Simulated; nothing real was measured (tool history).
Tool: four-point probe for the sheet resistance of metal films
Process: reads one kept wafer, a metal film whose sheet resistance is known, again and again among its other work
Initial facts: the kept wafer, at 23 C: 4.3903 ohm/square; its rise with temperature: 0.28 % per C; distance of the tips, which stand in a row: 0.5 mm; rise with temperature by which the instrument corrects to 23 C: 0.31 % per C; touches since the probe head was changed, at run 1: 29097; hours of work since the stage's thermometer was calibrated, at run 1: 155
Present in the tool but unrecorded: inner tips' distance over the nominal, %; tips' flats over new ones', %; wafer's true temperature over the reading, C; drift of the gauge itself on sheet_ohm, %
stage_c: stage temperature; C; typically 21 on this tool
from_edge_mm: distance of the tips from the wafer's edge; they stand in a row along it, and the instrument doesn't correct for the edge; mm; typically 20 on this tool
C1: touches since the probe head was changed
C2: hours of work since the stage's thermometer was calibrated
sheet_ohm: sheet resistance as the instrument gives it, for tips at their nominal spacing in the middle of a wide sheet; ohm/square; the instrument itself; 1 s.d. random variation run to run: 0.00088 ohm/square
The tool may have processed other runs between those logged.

run 1 hour=0 | stage_c=21 from_edge_mm=20 | C1=29097 C2=155 | sheet_ohm=4.354273
run 2 hour=8.5 | stage_c=21 from_edge_mm=20 | C1=29551 C2=162 | sheet_ohm=4.352223
run 3 hour=18.8 | stage_c=34 from_edge_mm=20 | C1=30102 C2=170 | sheet_ohm=4.335639
run 4 hour=33.9 | stage_c=28 from_edge_mm=20 | C1=30911 C2=181 | sheet_ohm=4.343005
run 5 hour=48.7 | stage_c=28 from_edge_mm=20 | C1=31704 C2=192 | sheet_ohm=4.343161
run 6 hour=62.7 | stage_c=21 from_edge_mm=9 | C1=32458 C2=203 | sheet_ohm=4.35712
run 7 hour=72.2 | stage_c=21 from_edge_mm=9 | C1=32962 C2=210 | sheet_ohm=4.356169
run 8 hour=91.6 | stage_c=21 from_edge_mm=20 | C1=34002 C2=225 | sheet_ohm=4.348797
run 9 hour=109.3 | stage_c=21 from_edge_mm=20 | C1=34950 C2=239 | sheet_ohm=4.348266
run 10 hour=121 | stage_c=21 from_edge_mm=20 | C1=35580 C2=248 | sheet_ohm=4.348578

Expected results for the next run?
run 11 hour=135.6 | stage_c=21 from_edge_mm=20 | C1=36358 C2=259 | sheet_ohm=?

{"run 11": {"sheet_ohm": 4.348817}}
The same run, on a tool lacking any hidden state, would have yielded sheet_ohm 4.395302 ohm/square.
